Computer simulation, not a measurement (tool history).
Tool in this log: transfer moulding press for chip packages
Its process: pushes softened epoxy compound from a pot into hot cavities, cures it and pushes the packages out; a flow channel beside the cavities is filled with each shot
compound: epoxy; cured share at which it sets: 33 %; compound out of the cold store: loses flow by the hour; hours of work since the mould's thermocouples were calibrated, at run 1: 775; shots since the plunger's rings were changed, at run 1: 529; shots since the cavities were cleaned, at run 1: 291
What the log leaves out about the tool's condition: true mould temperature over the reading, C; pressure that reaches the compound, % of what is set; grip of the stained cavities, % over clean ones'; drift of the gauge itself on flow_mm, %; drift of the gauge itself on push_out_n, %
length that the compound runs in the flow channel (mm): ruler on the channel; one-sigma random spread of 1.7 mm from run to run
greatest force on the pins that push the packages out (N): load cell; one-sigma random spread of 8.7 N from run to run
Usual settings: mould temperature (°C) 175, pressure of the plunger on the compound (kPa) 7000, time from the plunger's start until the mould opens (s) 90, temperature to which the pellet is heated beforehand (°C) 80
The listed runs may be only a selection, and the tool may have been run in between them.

run	day	mould temperature (°C)	pressure of the plunger on the compound (kPa)	time from the plunger's start until the mould opens (s)	temperature to which the pellet is heated beforehand (°C)	hours of work since the mould's thermocouples were calibrated	shots since the plunger's rings were changed	shots since the cavities were cleaned	incoming compound's hours out of the cold store	length that the compound runs in the flow channel (mm)	greatest force on the pins that push the packages out (N)
1	0	175	7000	90	80	775	529	291	16.7	552	650
# day 0.942: cavities cleaned with cleaning compound and waxed
2	1.588	168	7000	90	80	794	895	155	21.8	557	1071
3	2.879	168	7000	90	80	809	1206	466	36.5	531	1067
# day 3.125: cavities cleaned with cleaning compound and waxed
# day 5.233: cavities cleaned with cleaning compound and waxed
4	5.233	175	7000	90	80	836	1742	0	28.1	525	386
5	6.258	175	7000	90	80	848	1987	245	29.4	523	582
# day 6.483: mould's thermocouples calibrated
# day 7.479: cavities cleaned with cleaning compound and waxed
6	7.971	175	5510	90	80	17	2364	118	16.5	482	556
# day 9.696: cavities cleaned with cleaning compound and waxed
# day 10.271: plunger's sealing rings changed
7	10.271	175	5510	90	80	42	0	113	25.5	487	542
# day 11.933: cavities cleaned with cleaning compound and waxed
8	11.933	175	7000	90	89	62	384	0	20.6	553	393
# day 13.2: cavities cleaned with cleaning compound and waxed, once more
9	13.85	175	7000	90	89	84	829	155	27.6	539	567
# day 15.308: cavities cleaned with cleaning compound and waxed
10	16.088	175	7000	90	89	110	1352	187	37.7	516	594
# day 17.358: cavities cleaned with cleaning compound and waxed
11	17.458	175	7000	90	89	125	1666	23	11.9	556	451
12	18.8	175	7000	90	89	141	1989	346	35.8	514	646
# day 19.462: cavities cleaned with cleaning compound and waxed
13	20.15	175	7000	90	89	157	2299	166	32	515	598
# day 21.596: cavities cleaned with cleaning compound and waxed
14	21.596	175	7000	90	78	173	2630	0	21.8	531	392
# day 22.725: plunger's sealing rings changed
15	23.579	169	7030	74	87	196	205	452	22.8	566	1567
# day 23.771: cavities cleaned with cleaning compound and waxed
16	24.858	169	7030	74	87	210	497	261	46.9	524	1265
# day 25.896: cavities cleaned with cleaning compound and waxed
17	25.95	169	7030	74	73	222	745	13	45.7	523	846

Run 18, settings as shown, results not yet in. Your forecast:
18	27.683	178	7000	88	80	243	1161	429	44.1	?	?

length that the compound runs in the flow channel (mm): 502
greatest force on the pins that push the packages out (N): 680
Had the tool carried no hidden state, the very same run would have given length that the compound runs in the flow channel (mm) 511, greatest force on the pins that push the packages out (N) 360.
